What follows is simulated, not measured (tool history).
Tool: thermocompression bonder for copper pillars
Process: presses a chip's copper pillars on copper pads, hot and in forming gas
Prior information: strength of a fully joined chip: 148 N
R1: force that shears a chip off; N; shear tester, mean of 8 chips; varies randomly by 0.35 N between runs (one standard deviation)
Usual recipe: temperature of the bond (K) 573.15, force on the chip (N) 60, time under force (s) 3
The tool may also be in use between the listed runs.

run 1 hour=0 | temperature_of_the_bond_(K)=573.15 force_on_the_chip_(N)=60 time_under_force_(s)=3 | R1=72.5
run 2 hour=11 | temperature_of_the_bond_(K)=573.15 force_on_the_chip_(N)=60 time_under_force_(s)=3 | R1=72.7
run 3 hour=20 | temperature_of_the_bond_(K)=558.15 force_on_the_chip_(N)=60 time_under_force_(s)=3 | R1=60.9
run 4 hour=30 | temperature_of_the_bond_(K)=573.15 force_on_the_chip_(N)=60 time_under_force_(s)=3 | R1=71.7
run 5 hour=36.2 | temperature_of_the_bond_(K)=573.15 force_on_the_chip_(N)=60 time_under_force_(s)=3 | R1=72.5
run 6 hour=44.9 | temperature_of_the_bond_(K)=573.15 force_on_the_chip_(N)=60 time_under_force_(s)=3 | R1=72.2
run 7 hour=50.5 | temperature_of_the_bond_(K)=548.15 force_on_the_chip_(N)=68 time_under_force_(s)=2 | R1=50.4
run 8 hour=57 | temperature_of_the_bond_(K)=588.15 force_on_the_chip_(N)=60 time_under_force_(s)=2 | R1=73.9
run 9 hour=68 | temperature_of_the_bond_(K)=582.15 force_on_the_chip_(N)=46 time_under_force_(s)=5 | R1=74.9
run 10 hour=77.2 | temperature_of_the_bond_(K)=582.15 force_on_the_chip_(N)=46 time_under_force_(s)=5 | R1=75.6
run 11 hour=87.4 | temperature_of_the_bond_(K)=573.15 force_on_the_chip_(N)=45 time_under_force_(s)=6 | R1=70.7
run 12 hour=94.2 | temperature_of_the_bond_(K)=573.15 force_on_the_chip_(N)=45 time_under_force_(s)=6 | R1=71.3

What if the next run were any one of these 3? Each begins from the tool's condition after run 12:
run A hour=103.9 | temperature_of_the_bond_(K)=573.15 force_on_the_chip_(N)=53 time_under_force_(s)=2 | R1=?
run B hour=103.9 | temperature_of_the_bond_(K)=573.15 force_on_the_chip_(N)=60 time_under_force_(s)=2 | R1=?
run C hour=103.9 | temperature_of_the_bond_(K)=573.15 force_on_the_chip_(N)=60 time_under_force_(s)=4 | R1=?

run=A R1=54.3
run=B R1=62.3
run=C R1=79.6
What these runs would have given with no unlogged condition in the tool:
run=A R1=54.9
run=B R1=63
run=C R1=80.5

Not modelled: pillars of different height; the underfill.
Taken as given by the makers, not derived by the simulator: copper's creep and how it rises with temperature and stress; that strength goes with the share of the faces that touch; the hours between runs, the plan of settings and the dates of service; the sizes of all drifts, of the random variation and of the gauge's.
